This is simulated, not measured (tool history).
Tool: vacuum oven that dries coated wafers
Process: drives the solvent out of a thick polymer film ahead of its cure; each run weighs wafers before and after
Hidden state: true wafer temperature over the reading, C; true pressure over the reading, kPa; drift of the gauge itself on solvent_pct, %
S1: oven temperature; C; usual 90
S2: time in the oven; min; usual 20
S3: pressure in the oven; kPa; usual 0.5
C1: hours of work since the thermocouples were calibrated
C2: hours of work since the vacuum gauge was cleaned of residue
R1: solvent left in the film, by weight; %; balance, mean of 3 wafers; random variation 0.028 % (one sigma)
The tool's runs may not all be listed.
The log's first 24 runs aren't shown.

run	day	S1	S2	S3	C1	C2	R1
25	42.767	82	10	0.583	122	1246	7.5
26	44.883	90	20	0.507	143	1266	2.98
27	46.283	90	20	0.507	156	1280	2.92
28	47.5	84	20	1.427	168	1292	5
29	49.383	87	20	1.038	186	1310	3.99
30	50.579	87	10	1.559	198	1321	6.61
31	52.629	82	34	1.702	217	1341	3.93
32	54.225	79	24	0.387	233	1356	5.49
33	55.688	79	17	0.441	247	1371	6.68
34	57.996	89	13	1.528	269	1393	5.22
35	59.583	89	13	1.528	284	1408	5.2
36	61.617	97	30	0.5	304	1428	0.61
37	63.667	76	17	1.174	324	1448	7.75
38	65.304	88	26	1.522	340	1463	3.07
39	66.371	85	11	0.5	350	1474	6.6
40	68.746	90	21	1.195	373	1496	3.17
41	70.554	102	20	0.847	390	1514	0.79
42	72.462	82	26	0.5	409	1532	4.41
43	73.85	90	20	0.595	422	1546	3.04
44	76.154	86	34	0.328	444	1568	2.27
45	78.188	91	21	0.313	464	1588	2.6
46	79.362	85	20	1.224	475	1599	4.84
47	81.129	85	20	1.224	492	1616	4.8

Forecast each of these 4 alternatives for the next run:
A	82.479	103	11	0.811	505	1629	?
B	82.479	88	20	0.755	505	1629	?
C	82.479	101	13	0.273	505	1629	?
D	82.479	104	20	1.224	505	1629	?

run	R1
A	1.97
B	3.79
C	1.76
D	0.72
Without the tool's hidden state the same runs would have given:
run	R1
A	1.69
B	3.39
C	1.47
D	0.54

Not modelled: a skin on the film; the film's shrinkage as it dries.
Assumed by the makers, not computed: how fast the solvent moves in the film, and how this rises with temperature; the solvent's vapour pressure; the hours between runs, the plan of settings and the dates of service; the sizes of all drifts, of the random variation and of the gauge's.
